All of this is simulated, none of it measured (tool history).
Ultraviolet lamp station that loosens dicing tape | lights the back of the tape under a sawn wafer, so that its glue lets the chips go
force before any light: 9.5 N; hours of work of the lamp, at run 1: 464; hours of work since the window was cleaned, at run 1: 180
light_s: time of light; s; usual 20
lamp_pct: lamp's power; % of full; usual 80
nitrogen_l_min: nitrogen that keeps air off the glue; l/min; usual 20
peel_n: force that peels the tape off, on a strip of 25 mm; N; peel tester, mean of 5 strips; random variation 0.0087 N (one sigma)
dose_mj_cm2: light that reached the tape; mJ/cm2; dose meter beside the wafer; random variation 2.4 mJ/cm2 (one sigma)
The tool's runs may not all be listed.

| run | hour | light_s | lamp_pct | nitrogen_l_min | hours of work of the lamp | hours of work since the window was cleaned | peel_n | dose_mj_cm2 |
|---|---|---|---|---|---|---|---|---|
| 1 | 0.0 | 20 | 80 | 20 | 464 | 180 | 0.347 | 250 |
| 2 | 74.8 | 20 | 80 | 20 | 501 | 217 | 0.364 | 252 |
| 3 | 146.7 | 20 | 80 | 28 | 537 | 253 | 0.305 | 249 |
|  | 181.7 | window cleaned of glue's vapour |
| 4 | 193.8 | 20 | 80 | 20 | 561 | 6 | 0.362 | 246 |
| 5 | 276.2 | 20 | 80 | 20 | 602 | 47 | 0.344 | 243 |
| 6 | 340.4 | 20 | 80 | 20 | 634 | 79 | 0.354 | 250 |
| 7 | 406.0 | 20 | 80 | 20 | 667 | 112 | 0.349 | 250 |
| 8 | 495.3 | 20 | 80 | 40 | 711 | 157 | 0.272 | 245 |
| 9 | 554.9 | 20 | 80 | 40 | 741 | 187 | 0.270 | 253 |
| 10 | 626.3 | 20 | 80 | 40 | 777 | 222 | 0.270 | 249 |
| 11 | 706.4 | 20 | 80 | 40 | 817 | 263 | 0.272 | 254 |
|  | 724.5 | window cleaned of glue's vapour |
| 12 | 758.6 | 20 | 80 | 40 | 843 | 17 | 0.253 | 250 |
| 13 | 841.8 | 20 | 80 | 40 | 885 | 59 | 0.268 | 247 |
| 14 | 919.6 | 20 | 80 | 20 | 923 | 98 | 0.359 | 249 |
| 15 | 979.7 | 20 | 80 | 20 | 954 | 128 | 0.355 | 246 |
| 16 | 1021.7 | 20 | 80 | 20 | 975 | 149 | 0.354 | 245 |
| 17 | 1077.0 | 20 | 80 | 20 | 1002 | 176 | 0.362 | 248 |
| 18 | 1133.0 | 20 | 80 | 20 | 1030 | 204 | 0.354 | 248 |
| 19 | 1191.4 | 20 | 80 | 20 | 1059 | 234 | 0.369 | 247 |
|  | 1270.0 | window cleaned of glue's vapour |
| 20 | 1279.1 | 20 | 80 | 20 | 1103 | 5 | 0.374 | 250 |
| 21 | 1374.9 | 20 | 80 | 13 | 1151 | 52 | 0.455 | 251 |
| 22 | 1469.9 | 20 | 80 | 13 | 1199 | 100 | 0.461 | 244 |
| 23 | 1529.8 | 20 | 81 | 7 | 1229 | 130 | 0.670 | 254 |
| 24 | 1581.5 | 35 | 81 | 25 | 1254 | 156 | 0.147 | 439 |
| 25 | 1644.5 | 11 | 81 | 31 | 1286 | 187 | 1.149 | 138 |
|  | 1718.5 | lamp changed |
| 26 | 1730.2 | 17 | 80 | 19 | 6 | 230 | 0.539 | 213 |
| 27 | 1803.1 | 22 | 68 | 10 | 42 | 266 | 0.609 | 233 |
|  | 1817.1 | window cleaned of glue's vapour |
| 28 | 1848.5 | 27 | 72 | 19 | 65 | 16 | 0.234 | 302 |
| 29 | 1932.6 | 27 | 84 | 13 | 107 | 58 | 0.202 | 351 |
| 30 | 1991.8 | 27 | 84 | 13 | 137 | 87 | 0.209 | 351 |
| 31 | 2038.0 | 27 | 84 | 13 | 160 | 111 | 0.192 | 355 |
| 32 | 2131.2 | 20 | 80 | 10 | 206 | 157 | 0.570 | 249 |
| 33 | 2186.2 | 20 | 80 | 10 | 234 | 185 | 0.524 | 249 |
| 34 | 2267.3 | 20 | 80 | 10 | 274 | 225 | 0.539 | 247 |
| 35 | 2321.5 | 20 | 80 | 10 | 301 | 252 | 0.562 | 247 |
|  | 2359.5 | window cleaned of glue's vapour |
| 36 | 2369.7 | 20 | 65 | 20 | 325 | 5 | 0.611 | 201 |
| 37 | 2435.2 | 11 | 63 | 32 | 358 | 38 | 1.820 | 106 |
| 38 | 2506.5 | 13 | 69 | 8 | 394 | 74 | 1.873 | 137 |
| 39 | 2580.8 | 13 | 69 | 11 | 431 | 111 | 1.680 | 140 |
| 40 | 2672.2 | 17 | 74 | 33 | 477 | 156 | 0.508 | 195 |
| 41 | 2742.0 | 11 | 80 | 19 | 512 | 191 | 1.397 | 138 |
| 42 | 2809.7 | 11 | 80 | 19 | 546 | 225 | 1.387 | 132 |
| 43 | 2859.2 | 11 | 80 | 19 | 570 | 250 | 1.366 | 136 |

3 ways to go on from here, each from the tool as it stands after run 43. What would each give?
|  | 2907.4 | window cleaned of glue's vapour |
| A | 2922.7 | 11 | 80 | 32 | 602 | 8 | ? | ? |
|  | 2907.4 | window cleaned of glue's vapour |
| B | 2922.7 | 20 | 89 | 17 | 602 | 8 | ? | ? |
|  | 2907.4 | window cleaned of glue's vapour |
| C | 2922.7 | 13 | 80 | 12 | 602 | 8 | ? | ? |

| run | peel_n | dose_mj_cm2 |
|---|---|---|
| A | 1.126 | 138 |
| B | 0.299 | 278 |
| C | 1.248 | 160 |
Without the tool's hidden state the same runs would have given:
| run | peel_n | dose_mj_cm2 |
|---|---|---|
| A | 1.124 | 138 |
| B | 0.298 | 278 |
| C | 1.246 | 160 |
